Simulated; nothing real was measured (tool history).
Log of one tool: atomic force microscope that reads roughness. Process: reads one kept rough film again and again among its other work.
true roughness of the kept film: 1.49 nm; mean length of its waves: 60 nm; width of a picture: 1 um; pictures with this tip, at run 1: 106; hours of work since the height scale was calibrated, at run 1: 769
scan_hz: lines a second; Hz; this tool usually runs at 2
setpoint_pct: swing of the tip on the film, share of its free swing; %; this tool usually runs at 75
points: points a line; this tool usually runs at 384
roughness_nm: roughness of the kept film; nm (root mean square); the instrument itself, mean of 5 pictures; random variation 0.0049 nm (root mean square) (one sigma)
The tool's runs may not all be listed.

run	hour	scan_hz	setpoint_pct	points	pictures with this tip	hours of work since the height scale was calibrated	roughness_nm
1	0	2	75	384	106	769	1.347
2	36.7	2	75	384	150	786	1.322
# hour 46.6: new tip fitted
3	81.8	2	75	384	42	808	1.364
4	116.8	2	75	384	84	825	1.347
# hour 181: new tip fitted
5	188.2	3.27	75	384	8	859	1.324
6	253.4	2	75	705	87	890	1.347
7	299.6	2	75	705	142	913	1.333
# hour 321.3: new tip fitted
8	336.7	2	75	705	19	930	1.384
9	385.6	2	75	1013	78	954	1.355
10	426.6	3.39	60	1013	127	974	1.366
# hour 459.7: new tip fitted
11	504.7	3.39	60	1013	54	1011	1.401
12	579	1.1	84	412	144	1047	1.349
# hour 595.8: new tip fitted
13	621.3	0.53	75	564	31	1067	1.449
14	659.7	2	82	722	77	1086	1.33
15	728	2.02	74	415	160	1119	1.336
# hour 731.9: new tip fitted
16	771.2	2.02	74	415	47	1139	1.374
17	821.2	2	61	846	107	1164	1.401
18	859	0.53	81	309	153	1182	1.38

Predict each of these 4 candidate next runs independently; none follows another, all start after run 18:
# hour 867.1: new tip fitted
A	898.6	2	78	384	38	1201	?
# hour 867.1: new tip fitted
B	898.6	0.62	71	814	38	1201	?
# hour 867.1: new tip fitted
C	898.6	2	81	899	38	1201	?
# hour 867.1: new tip fitted
D	898.6	1.65	78	316	38	1201	?

run	roughness_nm
A	1.342
B	1.449
C	1.343
D	1.364
Had the tool no hidden state, the same runs would have come out as:
run	roughness_nm
A	1.335
B	1.441
C	1.335
D	1.356

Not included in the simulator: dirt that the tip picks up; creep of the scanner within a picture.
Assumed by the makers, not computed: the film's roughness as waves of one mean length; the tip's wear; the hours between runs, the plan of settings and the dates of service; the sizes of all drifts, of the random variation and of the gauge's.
